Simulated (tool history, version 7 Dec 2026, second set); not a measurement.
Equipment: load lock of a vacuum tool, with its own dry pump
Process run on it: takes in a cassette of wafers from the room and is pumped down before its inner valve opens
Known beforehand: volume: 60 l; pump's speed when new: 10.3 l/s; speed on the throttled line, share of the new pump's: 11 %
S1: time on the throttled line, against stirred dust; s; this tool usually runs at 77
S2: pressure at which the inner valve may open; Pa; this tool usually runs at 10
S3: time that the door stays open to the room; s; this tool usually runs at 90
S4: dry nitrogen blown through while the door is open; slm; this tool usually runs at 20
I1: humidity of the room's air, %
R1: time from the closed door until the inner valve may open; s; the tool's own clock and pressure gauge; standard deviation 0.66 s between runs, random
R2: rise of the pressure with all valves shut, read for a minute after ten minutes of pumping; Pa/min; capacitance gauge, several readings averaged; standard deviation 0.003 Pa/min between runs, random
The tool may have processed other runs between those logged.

{"run": 1, "hour": 0.0, "S1": 77, "S2": 10, "S3": 90, "S4": 20, "I1": 43.8, "R1": 127.7, "R2": 0.022}
{"run": 2, "hour": 101.0, "S1": 77, "S2": 10, "S3": 90, "S4": 20, "I1": 44.2, "R1": 127.7, "R2": 0.024}
{"run": 3, "hour": 182.3, "S1": 77, "S2": 10, "S3": 90, "S4": 20, "I1": 46, "R1": 127.5, "R2": 0.025}
{"run": 4, "hour": 243.3, "S1": 77, "S2": 10, "S3": 90, "S4": 20, "I1": 44.5, "R1": 129.2, "R2": 0.021}
{"run": 5, "hour": 319.3, "S1": 77, "S2": 10, "S3": 90, "S4": 20, "I1": 43.1, "R1": 128.4, "R2": 0.021}
{"run": 6, "hour": 384.0, "S1": 77, "S2": 10, "S3": 90, "S4": 20, "I1": 46.4, "R1": 127.9, "R2": 0.026}
{"run": 7, "hour": 463.7, "S1": 77, "S2": 10, "S3": 112, "S4": 20, "I1": 43.6, "R1": 128.9, "R2": 0.026}
{"run": 8, "hour": 520.4, "S1": 77, "S2": 10, "S3": 112, "S4": 20, "I1": 47.9, "R1": 128.4, "R2": 0.032}
{"run": 9, "hour": 573.2, "S1": 77, "S2": 10, "S3": 112, "S4": 20, "I1": 44.1, "R1": 129.3, "R2": 0.025}
{"run": 10, "hour": 670.1, "S1": 133, "S2": 10, "S3": 90, "S4": 20, "I1": 45.1, "R1": 178.7, "R2": 0.023}
{"run": 11, "hour": 739.9, "S1": 77, "S2": 10, "S3": 90, "S4": 20, "I1": 49.1, "R1": 128.1, "R2": 0.029}
{"run": 12, "hour": 819.4, "S1": 77, "S2": 10, "S3": 90, "S4": 20, "I1": 46.2, "R1": 128.6, "R2": 0.028}
{"run": 13, "hour": 879.1, "S1": 122, "S2": 16, "S3": 117, "S4": 8, "I1": 45.2, "R1": 165.2, "R2": 0.046}
{"run": 14, "hour": 939.7, "S1": 92, "S2": 8, "S3": 90, "S4": 8, "I1": 45.2, "R1": 144.5, "R2": 0.037}
{"run": 15, "hour": 999.6, "S1": 92, "S2": 8, "S3": 90, "S4": 8, "I1": 44.4, "R1": 143.1, "R2": 0.036}
{"run": 16, "hour": 1064.5, "S1": 77, "S2": 12, "S3": 181, "S4": 20, "I1": 43.2, "R1": 128.2, "R2": 0.041}
{"run": 17, "hour": 1132.5, "S1": 40, "S2": 13, "S3": 189, "S4": 20, "I1": 42.4, "R1": 94.8, "R2": 0.035}
{"run": 18, "hour": 1244.4, "S1": 84, "S2": 13, "S3": 142, "S4": 17, "I1": 47.6, "R1": 134.5, "R2": 0.036}
{"run": 19, "hour": 1301.6, "S1": 77, "S2": 10, "S3": 90, "S4": 9, "I1": 44.2, "R1": 129, "R2": 0.039}
{"run": 20, "hour": 1376.5, "S1": 77, "S2": 14, "S3": 90, "S4": 40, "I1": 43.7, "R1": 129.1, "R2": 0.027}
{"run": 21, "hour": 1446.2, "S1": 85, "S2": 7, "S3": 170, "S4": 7, "I1": 47.8, "R1": 139.5, "R2": 0.063}

What if the next run were any one of these 4? Each begins from the tool's condition after run 21:
{"run": "A", "hour": 1502.3, "S1": 77, "S2": 17, "S3": 53, "S4": 16, "I1": 50.4, "R1": "?", "R2": "?"}
{"run": "B", "hour": 1502.3, "S1": 135, "S2": 19, "S3": 152, "S4": 7, "I1": 45.3, "R1": "?", "R2": "?"}
{"run": "C", "hour": 1502.3, "S1": 77, "S2": 9, "S3": 144, "S4": 14, "I1": 41.8, "R1": "?", "R2": "?"}
{"run": "D", "hour": 1502.3, "S1": 77, "S2": 13, "S3": 58, "S4": 13, "I1": 45.4, "R1": "?", "R2": "?"}

run=A R1=126.3 R2=0.032
run=B R1=175.1 R2=0.059
run=C R1=130.8 R2=0.049
run=D R1=128.8 R2=0.031
Without the tool's hidden state the same runs would have given:
run=A R1=119.2 R2=0.018
run=B R1=169.3 R2=0.046
run=C R1=123.1 R2=0.036
run=D R1=121.3 R2=0.017

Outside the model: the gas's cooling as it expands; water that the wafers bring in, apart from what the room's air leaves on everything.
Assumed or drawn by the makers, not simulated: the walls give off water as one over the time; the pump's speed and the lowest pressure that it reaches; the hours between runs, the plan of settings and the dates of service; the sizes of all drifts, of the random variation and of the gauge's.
